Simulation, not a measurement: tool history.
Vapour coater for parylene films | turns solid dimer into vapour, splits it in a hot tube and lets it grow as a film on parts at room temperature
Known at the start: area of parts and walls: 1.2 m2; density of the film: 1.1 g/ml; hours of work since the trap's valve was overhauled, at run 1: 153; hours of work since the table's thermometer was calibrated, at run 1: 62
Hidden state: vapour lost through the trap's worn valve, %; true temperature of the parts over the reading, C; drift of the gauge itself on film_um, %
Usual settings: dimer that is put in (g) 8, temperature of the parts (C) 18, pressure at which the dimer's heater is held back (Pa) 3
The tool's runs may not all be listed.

run   hour  dimer that is put in (g)  temperature of the parts (C)  pressure at which the dimer's heater is held back (Pa)  hours of work since the trap's valve was overhauled  hours of work since the table's thermometer was calibrated  thickness of the film (µm)
  1      0                         8                            18                                                       3                                                  153                                                          62                        3.19
  2   22.8                        12                            18                                                       3                                                  168                                                          77                        4.71
  3   48.8                        12                            18                                                       3                                                  185                                                          93                        4.76
  4   74.1                        12                            18                                                       3                                                  201                                                         109                        4.67
  5  100.2                        12                            18                                                       3                                                  217                                                         126                        4.61
  6    114                         8                            18                                                    3.35                                                  226                                                         135                         3.1
  7  125.5                         8                            18                                                       3                                                  234                                                         142                        3.13
  8  146.4                         8                            18                                                       3                                                  247                                                         155                        3.09
  9  167.4                         9                            18                                                       3                                                  260                                                         169                        3.41
 10  181.6                         9                            18                                                       3                                                  269                                                         178                         3.4
 11  192.7                         9                            18                                                       3                                                  277                                                         185                        3.37
       215  -- trap's valve overhauled
 12  221.3                         9                            18                                                       3                                                    4                                                         201                        3.75
 13  247.2                         9                            18                                                    2.71                                                   21                                                         217                        3.77
 14  264.8                         9                            18                                                    2.71                                                   32                                                         229                        3.71
 15  285.7                         9                            18                                                    2.71                                                   45                                                         242                         3.7
 16  309.9                         9                            18                                                    2.71                                                   61                                                         257                         3.7
 17  324.9                         5                            18                                                       3                                                   70                                                         267                        2.01
 18  340.9                         8                            18                                                       3                                                   80                                                         277                        3.23
 19  351.8                         8                            18                                                       3                                                   87                                                         284                        3.23
 20  375.6                         8                            18                                                       3                                                  103                                                         299                        3.21
 21  397.9                         3                            18                                                       3                                                  117                                                         313                        1.22
 22    424                         3                            18                                                       3                                                  133                                                         330                        1.19
 23  450.7                         8                            18                                                       3                                                  150                                                         347                        3.15
 24  472.8                         8                            18                                                       3                                                  165                                                         361                        3.18
 25  489.5                         5                            18                                                    7.08                                                  175                                                         372                        1.78
 26  515.4                         5                            25                                                    6.96                                                  192                                                         389                         1.3
 27  540.4                         6                            20                                                    2.45                                                  208                                                         404                        2.16
 28  552.6                         6                            21                                                    8.59                                                  216                                                         412                        1.84
 29  576.7                         6                            21                                                    8.59                                                  231                                                         428                        1.82
 30    589                         6                            21                                                    8.59                                                  239                                                         435                        1.83
 31  607.8                         8                            12                                                       3                                                  251                                                         448                        3.93
 32  627.5                         4                            22                                                       3                                                  263                                                         460                        1.28
 33  641.4                         4                            22                                                       3                                                  272                                                         469                        1.27
 34  655.6                         8                            16                                                       3                                                  281                                                         478                        3.27
     671.2  -- trap's valve overhauled
 35  681.1                        13                            12                                                       3                                                    6                                                         492                         6.9
 36  700.2                        13                            12                                                       3                                                   19                                                         504                        6.99
 37    721                        10                            18                                                       3                                                   32                                                         517                        4.07
 38  734.1                        10                            18                                                       3                                                   40                                                         526                        4.04
 39  756.7                         4                            14                                                    5.13                                                   55                                                         540                        1.86
 40  780.7                         4                            19                                                    2.59                                                   70                                                         555                        1.53
 41  804.4                         4                            20                                                     2.1                                                   85                                                         571                         1.5
 42  821.1                         4                            20                                                     2.1                                                   96                                                         581                         1.5
 43  842.1                         4                            20                                                     2.1                                                  109                                                         595                        1.45
 44    855                         5                            24                                                    5.04                                                  117                                                         603                        1.44
 45  879.4                         7                            24                                                       2                                                  133                                                         618                        2.15
 46  905.7                        11                            11                                                    4.85                                                  150                                                         635                        5.59
 47  924.3                        11                            22                                                    3.52                                                  162                                                         647                        3.47

4 ways to go on from here, each from the tool as it stands after run 47. What would each give?
  A   939                         6                            18                                                    3.52                                                  171                                                         656                           ?
  B   939                        13                            18                                                    8.02                                                  171                                                         656                           ?
  C   939                         4                            22                                                    3.52                                                  171                                                         656                           ?
  D   939                         4                            22                                                    8.56                                                  171                                                         656                           ?

run  thickness of the film (µm)
  A                         2.3
  B                        4.53
  C                         1.3
  D                        1.16
Without the tool's hidden state the same runs would have given:
run  thickness of the film (µm)
  A                        2.47
  B                        4.88
  C                         1.4
  D                        1.25
